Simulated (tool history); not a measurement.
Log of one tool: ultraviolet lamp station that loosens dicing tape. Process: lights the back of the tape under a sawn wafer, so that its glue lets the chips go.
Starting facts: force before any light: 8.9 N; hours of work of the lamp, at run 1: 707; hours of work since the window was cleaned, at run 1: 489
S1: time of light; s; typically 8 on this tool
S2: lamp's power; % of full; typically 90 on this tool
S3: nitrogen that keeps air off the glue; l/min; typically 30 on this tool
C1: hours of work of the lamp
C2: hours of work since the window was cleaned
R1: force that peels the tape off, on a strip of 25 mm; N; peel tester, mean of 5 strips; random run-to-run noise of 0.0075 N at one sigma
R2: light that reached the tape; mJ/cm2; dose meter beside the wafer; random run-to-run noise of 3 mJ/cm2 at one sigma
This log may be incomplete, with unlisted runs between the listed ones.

run,day,S1,S2,S3,C1,C2,R1,R2
1,0,8,90,30,707,489,0.281,447
2,2.029,6,90,30,736,519,0.481,333
3,4.671,6,90,30,774,557,0.457,334
4,6.346,6,90,30,798,581,0.486,331
5,8.842,6,90,30,834,616,0.464,335
# day 10.788: window cleaned of glue's vapour
6,10.858,6,90,30,863,1,0.469,339
# day 11.317: lamp changed
7,12.929,6,90,30,23,30,0.464,336
8,14.333,8,90,30,43,50,0.279,450
9,16.188,8,70,30,70,77,0.433,354
10,17.788,8,90,42,93,100,0.267,447
11,19.333,8,90,42,115,122,0.27,441
12,22.033,8,90,42,154,161,0.259,446
13,23.979,8,90,42,182,189,0.251,445
14,27.129,8,90,42,227,234,0.26,445
15,28.438,8,88,30,246,253,0.31,434
16,30.479,8,88,30,275,282,0.296,439
17,33.5,8,90,30,319,326,0.281,446
18,36.471,8,90,30,361,368,0.283,442
19,38.912,14,90,30,396,403,0.202,775
20,41.012,8,90,30,427,434,0.292,441
21,43.742,6,90,30,466,473,0.488,334
22,45.388,4,69,10,489,496,2.519,172
23,47.421,5,90,24,519,526,0.767,277
24,49.408,5,97,40,547,554,0.499,304
25,51.358,8,68,30,575,582,0.452,337
26,54.267,8,68,30,617,624,0.455,336
# day 55.558: window cleaned of glue's vapour
27,55.654,8,68,30,637,1,0.456,332
28,56.988,8,90,15,656,21,0.371,445
29,59.279,11,70,12,689,53,0.374,476
30,61.167,9,90,30,716,81,0.246,502
31,62.758,9,90,30,739,103,0.229,503
32,64.571,8,86,30,765,129,0.302,423
33,66.546,5,90,30,793,158,0.695,280
34,68.962,5,90,30,828,193,0.689,278
35,70.488,10,97,20,850,214,0.228,599
# day 71.996: lamp changed
36,73.062,12,69,57,15,251,0.223,514
37,75.754,8,95,13,54,289,0.362,469
38,78.325,8,86,50,91,326,0.259,424
39,80.642,8,86,50,124,360,0.267,422
40,82.588,6,90,43,152,388,0.403,336
41,83.921,6,75,43,171,407,0.565,275
42,86.646,14,76,38,210,446,0.199,656

Hidden state at the last listed run before each entry between runs and at the first one after, where it differs:
Run 5 -> run 6: window cleaned of glue's vapour (day 10.788)
  nothing in the hidden state changes from one run to the other
Run 6 -> run 7: lamp changed (day 11.317)
  lamp's light, % of a new lamp's: 99.9 -> 100
Run 26 -> run 27: window cleaned of glue's vapour (day 55.558)
  nothing in the hidden state changes from one run to the other
Run 35 -> run 36: lamp changed (day 71.996)
  lamp's light, % of a new lamp's: 99.9 -> 100
